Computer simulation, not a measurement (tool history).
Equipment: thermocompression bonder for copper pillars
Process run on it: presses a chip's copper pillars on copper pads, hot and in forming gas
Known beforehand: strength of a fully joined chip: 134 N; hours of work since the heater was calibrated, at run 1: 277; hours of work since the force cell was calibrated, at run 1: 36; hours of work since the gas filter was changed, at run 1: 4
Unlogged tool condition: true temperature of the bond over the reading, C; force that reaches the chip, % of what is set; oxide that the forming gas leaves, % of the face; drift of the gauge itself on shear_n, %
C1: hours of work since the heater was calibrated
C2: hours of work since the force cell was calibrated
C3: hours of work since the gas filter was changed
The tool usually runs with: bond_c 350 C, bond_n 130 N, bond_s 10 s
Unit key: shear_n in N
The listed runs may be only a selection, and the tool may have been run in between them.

run 1 hour=0 | bond_c=350 bond_n=130 bond_s=10 | C1=277 C2=36 C3=4 | shear_n=57.7
run 2 hour=10 | bond_c=350 bond_n=130 bond_s=10 | C1=284 C2=43 C3=10 | shear_n=58.1
run 3 hour=14.3 | bond_c=350 bond_n=130 bond_s=10 | C1=287 C2=46 C3=13 | shear_n=58
run 4 hour=21.7 | bond_c=334 bond_n=130 bond_s=10 | C1=291 C2=50 C3=18 | shear_n=51.2
run 5 hour=29.7 | bond_c=334 bond_n=130 bond_s=10 | C1=297 C2=56 C3=23 | shear_n=50.8
run 6 hour=35.9 | bond_c=350 bond_n=130 bond_s=7 | C1=301 C2=60 C3=27 | shear_n=50.2
run 7 hour=44.3 | bond_c=350 bond_n=130 bond_s=7 | C1=306 C2=65 C3=32 | shear_n=50.4
run 8 hour=51.6 | bond_c=350 bond_n=130 bond_s=7 | C1=311 C2=70 C3=37 | shear_n=50.6
run 9 hour=56.8 | bond_c=350 bond_n=130 bond_s=7 | C1=314 C2=73 C3=41 | shear_n=50.7
run 10 hour=65 | bond_c=350 bond_n=118 bond_s=7 | C1=320 C2=79 C3=46 | shear_n=45.3
run 11 hour=71.6 | bond_c=350 bond_n=130 bond_s=10 | C1=324 C2=83 C3=50 | shear_n=58
run 12 hour=77.3 | bond_c=350 bond_n=130 bond_s=10 | C1=328 C2=87 C3=54 | shear_n=58
run 13 hour=82.1 | bond_c=350 bond_n=130 bond_s=10 | C1=331 C2=90 C3=57 | shear_n=57.8
run 14 hour=91.9 | bond_c=324 bond_n=130 bond_s=10 | C1=337 C2=96 C3=63 | shear_n=47.3
run 15 hour=99.3 | bond_c=361 bond_n=130 bond_s=10 | C1=342 C2=101 C3=68 | shear_n=62.7
run 16 hour=103.5 | bond_c=361 bond_n=130 bond_s=10 | C1=345 C2=104 C3=71 | shear_n=63
run 17 hour=112.1 | bond_c=361 bond_n=130 bond_s=10 | C1=350 C2=109 C3=77 | shear_n=62.9
run 18 hour=121 | bond_c=361 bond_n=130 bond_s=10 | C1=356 C2=115 C3=82 | shear_n=62.5
run 19 hour=125.6 | bond_c=350 bond_n=130 bond_s=10 | C1=359 C2=118 C3=85 | shear_n=57.6
run 20 hour=129.7 | bond_c=350 bond_n=130 bond_s=10 | C1=362 C2=121 C3=88 | shear_n=58
run 21 hour=137.6 | bond_c=350 bond_n=130 bond_s=10 | C1=367 C2=126 C3=93 | shear_n=58.2
run 22 hour=147 | bond_c=350 bond_n=130 bond_s=10 | C1=373 C2=132 C3=99 | shear_n=57.7
run 23 hour=153.8 | bond_c=344 bond_n=104 bond_s=5 | C1=377 C2=136 C3=104 | shear_n=31.6
run 24 hour=160.1 | bond_c=323 bond_n=110 bond_s=9 | C1=382 C2=141 C3=108 | shear_n=36.3
run 25 hour=165.2 | bond_c=323 bond_n=110 bond_s=9 | C1=385 C2=144 C3=111 | shear_n=36.2
run 26 hour=174.7 | bond_c=323 bond_n=110 bond_s=9 | C1=391 C2=150 C3=117 | shear_n=36.1
-- hour=178 forming gas filter changed
run 27 hour=184.8 | bond_c=370 bond_n=120 bond_s=22 | C1=397 C2=156 C3=4 | shear_n=79.7
run 28 hour=190.2 | bond_c=370 bond_n=120 bond_s=22 | C1=401 C2=160 C3=8 | shear_n=80.5
run 29 hour=199.7 | bond_c=370 bond_n=120 bond_s=22 | C1=407 C2=166 C3=14 | shear_n=80
run 30 hour=207 | bond_c=370 bond_n=104 bond_s=26 | C1=412 C2=171 C3=19 | shear_n=73.6
run 31 hour=214 | bond_c=370 bond_n=104 bond_s=26 | C1=416 C2=175 C3=23 | shear_n=73.5
run 32 hour=223.9 | bond_c=354 bond_n=142 bond_s=27 | C1=423 C2=182 C3=30 | shear_n=89.7
run 33 hour=228.7 | bond_c=339 bond_n=160 bond_s=10 | C1=426 C2=185 C3=33 | shear_n=67
run 34 hour=235.8 | bond_c=357 bond_n=160 bond_s=15 | C1=430 C2=189 C3=38 | shear_n=85.6
run 35 hour=245.3 | bond_c=323 bond_n=112 bond_s=15 | C1=437 C2=196 C3=44 | shear_n=45.9
run 36 hour=255 | bond_c=363 bond_n=99 bond_s=16 | C1=443 C2=202 C3=50 | shear_n=56.1
run 37 hour=261.7 | bond_c=363 bond_n=99 bond_s=16 | C1=447 C2=206 C3=54 | shear_n=56.1
run 38 hour=269.1 | bond_c=323 bond_n=80 bond_s=6 | C1=452 C2=211 C3=59 | shear_n=19.6
run 39 hour=274.9 | bond_c=368 bond_n=131 bond_s=9 | C1=456 C2=215 C3=63 | shear_n=63.9
run 40 hour=283.4 | bond_c=368 bond_n=131 bond_s=9 | C1=461 C2=221 C3=69 | shear_n=64.2

4 options for the next run, each taken on its own from the tool as it stands now. Forecast them:
run A hour=289.7 | bond_c=327 bond_n=151 bond_s=9 | C1=466 C2=225 C3=73 | shear_n=?
run B hour=289.7 | bond_c=343 bond_n=130 bond_s=10 | C1=466 C2=225 C3=73 | shear_n=?
run C hour=289.7 | bond_c=329 bond_n=130 bond_s=23 | C1=466 C2=225 C3=73 | shear_n=?
run D hour=289.7 | bond_c=328 bond_n=131 bond_s=9 | C1=466 C2=225 C3=73 | shear_n=?

run=A shear_n=55.3
run=B shear_n=54.8
run=C shear_n=66.9
run=D shear_n=47.1
Without the tool's hidden state the same runs would have given:
run=A shear_n=55.4
run=B shear_n=54.9
run=C shear_n=67
run=D shear_n=47.1
